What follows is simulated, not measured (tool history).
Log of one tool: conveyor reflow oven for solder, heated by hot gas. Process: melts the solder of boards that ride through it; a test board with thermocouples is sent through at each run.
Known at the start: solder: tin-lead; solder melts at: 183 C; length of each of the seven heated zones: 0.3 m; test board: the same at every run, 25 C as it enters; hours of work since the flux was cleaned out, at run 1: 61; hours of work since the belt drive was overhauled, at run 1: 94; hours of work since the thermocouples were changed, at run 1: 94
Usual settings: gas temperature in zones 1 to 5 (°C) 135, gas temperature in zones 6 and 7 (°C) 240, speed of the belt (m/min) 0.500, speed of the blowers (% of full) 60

run	hour	gas temperature in zones 1 to 5 (°C)	gas temperature in zones 6 and 7 (°C)	speed of the belt (m/min)	speed of the blowers (% of full)	hours of work since the flux was cleaned out	hours of work since the belt drive was overhauled	hours of work since the thermocouples were changed	highest temperature of the board (°C)	time above the solder's melting point (s)
1	0.0	135	240	0.500	60	61	94	94	215.7	51.9
2	17.1	135	240	0.500	60	74	107	107	216.4	50.4
3	42.7	135	240	0.500	60	92	125	125	216.3	51.1
4	59.4	135	248	0.500	60	104	137	137	223.1	55.7
5	87.7	135	248	0.500	60	125	158	158	223.7	56.1
6	112.6	135	248	0.500	60	143	176	176	223.8	56.2
7	132.2	135	240	0.500	60	157	190	190	216.4	51.1
8	153.9	135	240	0.500	60	173	206	206	216.5	51.3
9	174.1	135	240	0.500	60	187	220	220	216.0	51.6
10	191.5	135	240	0.500	60	200	233	233	216.8	51.0
11	206.1	135	240	0.500	60	210	243	243	216.6	51.7
12	224.4	135	240	0.500	60	224	257	257	216.4	52.0
13	253.8	146	240	0.500	60	245	278	278	219.1	56.9
14	281.3	135	240	0.500	60	265	298	298	216.0	51.6
15	306.3	135	240	0.500	60	283	316	316	215.8	51.2
16	326.7	135	240	0.500	60	298	331	331	216.7	51.2
17	352.9	140	245	0.403	90	317	350	350	236.5	82.0
18	370.9	143	240	0.447	60	330	363	363	222.3	65.8
19	393.2	143	240	0.447	60	346	379	379	222.3	65.6
20	416.3	128	240	0.454	60	363	396	396	218.9	56.7
21	434.3	142	240	0.500	63	376	409	409	218.5	56.2
# hour 441.9: flux residue cleaned out of gas plates and filters
22	466.5	145	237	0.569	85	18	428	428	218.7	49.8
23	491.0	147	240	0.500	73	36	446	446	223.4	61.2
24	509.1	147	246	0.500	57	49	459	459	223.1	60.0
25	534.0	135	246	0.500	57	67	477	477	220.1	54.8
26	548.1	127	240	0.592	60	77	487	487	206.7	33.3
27	577.0	140	247	0.585	84	98	508	508	225.4	50.5
28	598.7	144	247	0.585	88	113	524	524	227.4	52.9
29	621.6	134	240	0.500	83	130	540	540	223.5	56.4
30	635.2	134	240	0.500	83	140	550	550	223.4	56.9
# hour 644.1: thermocouples of zones 6 and 7 changed
31	660.4	126	242	0.496	79	157	567	12	223.3	55.3

How the hidden state differs across the entries between the runs, from the last listed run before each to the first after it:
Between runs 21 and 22: flux residue cleaned out of gas plates and filters (hour 441.9)
  heat that the gas passes to the board, % of a clean oven's: 99.5 -> 100
Between runs 30 and 31: thermocouples of zones 6 and 7 changed (hour 644.1)
  belt's true speed, % of the reading: 99.96 -> 99.95; true gas temperature in zones 6 and 7 over the reading, C: 0.05 -> 0
